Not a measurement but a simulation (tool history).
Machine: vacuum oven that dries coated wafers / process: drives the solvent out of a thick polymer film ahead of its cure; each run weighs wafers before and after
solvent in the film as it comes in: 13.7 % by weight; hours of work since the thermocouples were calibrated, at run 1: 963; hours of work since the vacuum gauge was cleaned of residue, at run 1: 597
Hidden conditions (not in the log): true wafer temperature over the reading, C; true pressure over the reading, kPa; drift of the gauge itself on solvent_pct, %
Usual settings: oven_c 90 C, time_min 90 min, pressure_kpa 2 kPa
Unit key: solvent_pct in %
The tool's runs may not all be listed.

| run | hour | oven_c | time_min | pressure_kpa | hours of work since the thermocouples were calibrated | hours of work since the vacuum gauge was cleaned of residue | solvent_pct |
|---|---|---|---|---|---|---|---|
| 1 | 0 | 90 | 90 | 2 | 963 | 597 | 3.9 |
| 2 | 30.9 | 90 | 90 | 2 | 982 | 616 | 3.9 |
| 3 | 63.7 | 90 | 90 | 2 | 1001 | 635 | 3.86 |
|  | 83.6 | oven's thermocouples calibrated |
| 4 | 122.5 | 90 | 90 | 2 | 23 | 669 | 4.26 |
| 5 | 172.2 | 82 | 90 | 2 | 53 | 699 | 5.93 |
| 6 | 211.4 | 101 | 90 | 2 | 76 | 722 | 2.26 |
| 7 | 240.9 | 101 | 90 | 2 | 94 | 740 | 2.23 |
| 8 | 288.8 | 95 | 90 | 2 | 122 | 768 | 3.17 |
| 9 | 346.5 | 95 | 90 | 2 | 157 | 802 | 3.13 |
| 10 | 395.7 | 90 | 90 | 2 | 186 | 832 | 4.24 |
| 11 | 433.5 | 90 | 90 | 2 | 208 | 854 | 4.17 |
| 12 | 460.2 | 82 | 90 | 2 | 224 | 870 | 5.81 |
| 13 | 509.5 | 82 | 90 | 2 | 254 | 900 | 6.09 |
| 14 | 552.6 | 82 | 90 | 2 | 279 | 925 | 5.91 |
| 15 | 583.6 | 90 | 105 | 2 | 298 | 944 | 3.51 |
| 16 | 612.2 | 90 | 90 | 2 | 315 | 961 | 4.1 |
| 17 | 661.4 | 90 | 90 | 2 | 344 | 990 | 4.14 |
| 18 | 711.5 | 90 | 90 | 2 | 374 | 1020 | 4.17 |
| 19 | 741.3 | 90 | 90 | 2 | 392 | 1038 | 4.21 |
| 20 | 779.5 | 90 | 90 | 2 | 415 | 1060 | 4 |
| 21 | 810.8 | 88 | 90 | 2 | 433 | 1079 | 4.52 |
| 22 | 868.7 | 88 | 90 | 2 | 468 | 1114 | 4.55 |
| 23 | 902.6 | 90 | 46 | 2 | 488 | 1134 | 6.49 |
| 24 | 939.2 | 90 | 46 | 2 | 510 | 1156 | 6.42 |
| 25 | 982 | 83 | 60 | 1.16 | 535 | 1181 | 6.55 |
| 26 | 1039.7 | 83 | 60 | 1.16 | 570 | 1215 | 6.62 |
| 27 | 1076 | 82 | 130 | 2 | 591 | 1237 | 4.68 |
| 28 | 1106.1 | 90 | 90 | 1.38 | 609 | 1255 | 3.88 |
| 29 | 1157.3 | 89 | 78 | 2 | 640 | 1285 | 4.85 |
| 30 | 1181.5 | 89 | 78 | 2 | 654 | 1300 | 4.79 |
| 31 | 1228.6 | 89 | 78 | 2 | 682 | 1328 | 4.71 |
| 32 | 1270.2 | 82 | 151 | 1.76 | 707 | 1353 | 3.97 |
| 33 | 1311.9 | 87 | 50 | 2.74 | 732 | 1378 | 7.24 |
| 34 | 1338.8 | 87 | 50 | 2.74 | 748 | 1394 | 7.06 |
| 35 | 1388.5 | 87 | 50 | 2.74 | 777 | 1423 | 7.13 |
| 36 | 1434.8 | 104 | 76 | 1.81 | 805 | 1451 | 2.04 |
| 37 | 1462.9 | 90 | 59 | 2 | 822 | 1467 | 5.51 |
| 38 | 1501.8 | 101 | 149 | 3.45 | 845 | 1491 | 1.97 |
| 39 | 1547.2 | 90 | 90 | 7.26 | 872 | 1518 | 6.76 |
| 40 | 1605.1 | 98 | 74 | 7.26 | 906 | 1552 | 5.32 |
| 41 | 1633 | 98 | 74 | 7.26 | 923 | 1569 | 5.32 |
| 42 | 1678.5 | 90 | 90 | 1.92 | 950 | 1596 | 4.05 |
| 43 | 1731.4 | 90 | 90 | 1.92 | 982 | 1627 | 4.04 |
| 44 | 1773.7 | 90 | 90 | 1.92 | 1007 | 1653 | 4.1 |
|  | 1784.6 | oven's thermocouples calibrated |
| 45 | 1805.8 | 82 | 89 | 1.07 | 13 | 1671 | 5.59 |
| 46 | 1832.8 | 94 | 89 | 1.07 | 29 | 1687 | 3.07 |
| 47 | 1884.2 | 103 | 64 | 2.62 | 59 | 1717 | 3.09 |

Per-run results on a tool with no hidden state, each run keeping its own random variation:
| run | solvent_pct |
|---|---|
| 1 | 4.08 |
| 2 | 4.08 |
| 3 | 4.04 |
| 4 | 4.12 |
| 5 | 5.77 |
| 6 | 2.15 |
| 7 | 2.12 |
| 8 | 3.05 |
| 9 | 3.01 |
| 10 | 4.11 |
| 11 | 4.05 |
| 12 | 5.66 |
| 13 | 5.94 |
| 14 | 5.77 |
| 15 | 3.39 |
| 16 | 3.99 |
| 17 | 4.04 |
| 18 | 4.07 |
| 19 | 4.11 |
| 20 | 3.91 |
| 21 | 4.42 |
| 22 | 4.45 |
| 23 | 6.46 |
| 24 | 6.39 |
| 25 | 6.46 |
| 26 | 6.55 |
| 27 | 4.52 |
| 28 | 3.79 |
| 29 | 4.79 |
| 30 | 4.74 |
| 31 | 4.66 |
| 32 | 3.77 |
| 33 | 7.23 |
| 34 | 7.06 |
| 35 | 7.13 |
| 36 | 2 |
| 37 | 5.51 |
| 38 | 1.82 |
| 39 | 6.81 |
| 40 | 5.4 |
| 41 | 5.4 |
| 42 | 4.01 |
| 43 | 4.01 |
| 44 | 4.07 |
| 45 | 5.25 |
| 46 | 2.81 |
| 47 | 2.93 |

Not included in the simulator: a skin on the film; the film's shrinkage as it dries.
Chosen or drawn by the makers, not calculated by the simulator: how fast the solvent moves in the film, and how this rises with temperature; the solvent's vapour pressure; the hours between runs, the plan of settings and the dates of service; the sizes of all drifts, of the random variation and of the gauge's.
